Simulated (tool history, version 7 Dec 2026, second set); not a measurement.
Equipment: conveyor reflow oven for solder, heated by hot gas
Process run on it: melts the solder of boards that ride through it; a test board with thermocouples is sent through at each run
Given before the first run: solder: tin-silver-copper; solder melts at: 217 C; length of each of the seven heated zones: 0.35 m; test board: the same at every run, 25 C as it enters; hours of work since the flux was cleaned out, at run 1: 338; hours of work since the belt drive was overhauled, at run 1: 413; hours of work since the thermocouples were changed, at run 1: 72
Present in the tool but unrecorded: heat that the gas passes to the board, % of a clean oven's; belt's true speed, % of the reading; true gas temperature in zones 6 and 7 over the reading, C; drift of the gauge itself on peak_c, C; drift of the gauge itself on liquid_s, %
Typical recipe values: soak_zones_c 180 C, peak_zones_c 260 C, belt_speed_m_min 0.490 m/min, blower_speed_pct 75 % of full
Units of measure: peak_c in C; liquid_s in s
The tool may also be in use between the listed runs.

run	hour	soak_zones_c	peak_zones_c	belt_speed_m_min	blower_speed_pct	hours of work since the flux was cleaned out	hours of work since the belt drive was overhauled	hours of work since the thermocouples were changed	peak_c	liquid_s
1	0.0	180	260	0.490	75	338	413	72	246.7	63.3
2	5.4	180	260	0.490	75	340	416	75	246.6	62.9
3	11.7	180	260	0.490	75	343	419	78	247.0	62.9
4	22.3	180	260	0.490	75	348	424	83	246.4	63.1
5	30.5	180	260	0.490	75	352	428	87	247.1	62.2
6	41.8	180	260	0.490	75	358	434	92	246.7	62.7
7	49.0	180	260	0.490	75	362	437	96	247.5	62.4
8	55.0	180	260	0.490	75	364	440	99	246.7	62.6
9	60.1	166	258	0.490	80	367	443	101	244.0	53.9
10	64.9	182	260	0.517	75	369	445	104	246.4	58.5

Estimate the outcome of run 11 from the log above:
11	72.8	170	257	0.547	72	373	449	108	?	?

{"run 11": {"peak_c": 238.9, "liquid_s": 43.3}}
With the hidden condition absent and the run-to-run variation left alone, this run would have shown peak_c 239.0 C, liquid_s 43.4 s.

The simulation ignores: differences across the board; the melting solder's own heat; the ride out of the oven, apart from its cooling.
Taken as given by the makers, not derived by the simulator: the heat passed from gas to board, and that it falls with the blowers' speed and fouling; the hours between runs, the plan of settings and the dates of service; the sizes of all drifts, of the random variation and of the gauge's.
